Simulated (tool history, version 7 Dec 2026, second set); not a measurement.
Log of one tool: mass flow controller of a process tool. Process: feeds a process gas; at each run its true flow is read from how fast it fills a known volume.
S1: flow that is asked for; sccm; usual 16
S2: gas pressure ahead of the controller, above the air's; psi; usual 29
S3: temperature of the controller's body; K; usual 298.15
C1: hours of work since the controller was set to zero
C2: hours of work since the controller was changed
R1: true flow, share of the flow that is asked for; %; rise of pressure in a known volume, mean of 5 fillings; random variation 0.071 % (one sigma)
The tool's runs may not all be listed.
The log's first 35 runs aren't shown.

Run 36, day 191.304: usual settings but S2 28.9 psi, S3 297.15 K; C1 6723; C2 6723. Result: R1 98.89 %.
Run 37, day 197.417: usual settings but S2 28.9 psi, S3 297.15 K; C1 6808; C2 6808. Result: R1 98.97 %.
Run 38, day 205.088: usual settings but S2 28.9 psi, S3 297.15 K; C1 6915; C2 6915. Result: R1 98.91 %.
Run 39, day 208.3: usual settings but S2 26.8 psi, S3 302.15 K; C1 6959; C2 6959. Result: R1 99.27 %.
Run 40, day 215.329: usual settings but S2 26.8 psi, S3 302.15 K; C1 7057; C2 7057. Result: R1 99.28 %.
Run 41, day 220.796: usual settings but S2 26.8 psi, S3 302.15 K; C1 7133; C2 7133. Result: R1 99.36 %.
Run 42, day 224.5: usual settings but S1 13 sccm, S2 39.6 psi; C1 7184; C2 7184. Result: R1 99.62 %.
Run 43, day 230.642: usual settings but S1 13 sccm, S2 39.6 psi; C1 7270; C2 7270. Result: R1 99.55 %.
Run 44, day 237.162: usual settings but S1 9 sccm, S3 313.15 K; C1 7360; C2 7360. Result: R1 101.06 %.

3 ways to go on from here, each from the tool as it stands after run 44. What would each give?
At day 237.671: controller's zero set anew.
Run A, day 243.054: usual settings but S3 311.15 K; C1 75; C2 7442. Result: R1 ?.
At day 237.671: controller's zero set anew.
Run B, day 243.054: usual settings but S1 14 sccm, S2 24.8 psi, S3 295.15 K; C1 75; C2 7442. Result: R1 ?.
At day 237.671: controller's zero set anew.
Run C, day 243.054: usual settings but S1 3 sccm, S3 301.15 K; C1 75; C2 7442. Result: R1 ?.

run     R1
  A  99.28
  B  97.29
  C  97.92
Without the tool's hidden state the same runs would have given:
run      R1
  A  101.25
  B   99.25
  C   99.68

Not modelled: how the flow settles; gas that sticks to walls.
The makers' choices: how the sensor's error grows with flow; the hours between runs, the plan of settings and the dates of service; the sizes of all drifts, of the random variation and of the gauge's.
